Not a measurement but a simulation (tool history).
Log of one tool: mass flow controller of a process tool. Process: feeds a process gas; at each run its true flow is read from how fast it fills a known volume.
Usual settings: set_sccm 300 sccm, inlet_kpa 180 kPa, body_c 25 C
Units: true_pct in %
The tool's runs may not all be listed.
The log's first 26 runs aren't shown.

run	hour	set_sccm	inlet_kpa	body_c	true_pct
27	7641.7	101	190	24	97.69
28	8061.8	101	190	24	97.64
29	8461.9	267	237	24	97.86
30	8861.3	592	191	33	98.30
31	9290.8	414	150	33	97.72
32	9650.4	414	146	33	97.64
33	9953.6	847	232	25	97.75
# hour 10165.6: gauge calibrated
34	10368.2	765	224	27	100.22
35	10586.4	765	211	24	99.95
36	11024.7	205	166	33	99.70
37	11464.3	556	196	20	99.16
38	11718.7	285	213	25	99.66
39	12083.3	300	220	25	99.38
40	12442.4	300	179	25	99.10
41	12720.2	300	179	25	98.99
42	13148.5	174	180	39	99.76
43	13587.6	216	206	35	99.53
44	13782.6	541	180	28	99.06
# hour 14149.6: controller exchanged for a calibrated one
45	14223.3	541	180	28	98.92
46	14443.2	541	180	28	98.75
47	14881.3	541	180	28	98.63

4 ways to go on from here, each from the tool as it stands after run 47. What would each give?
A	15151.1	262	163	25	?
B	15151.1	541	176	38	?
C	15151.1	541	261	36	?
D	15151.1	300	222	25	?

run	true_pct
A	98.32
B	99.29
C	99.64
D	98.80
Without the tool's hidden state the same runs would have given:
run	true_pct
A	99.50
B	100.50
C	100.85
D	100.00
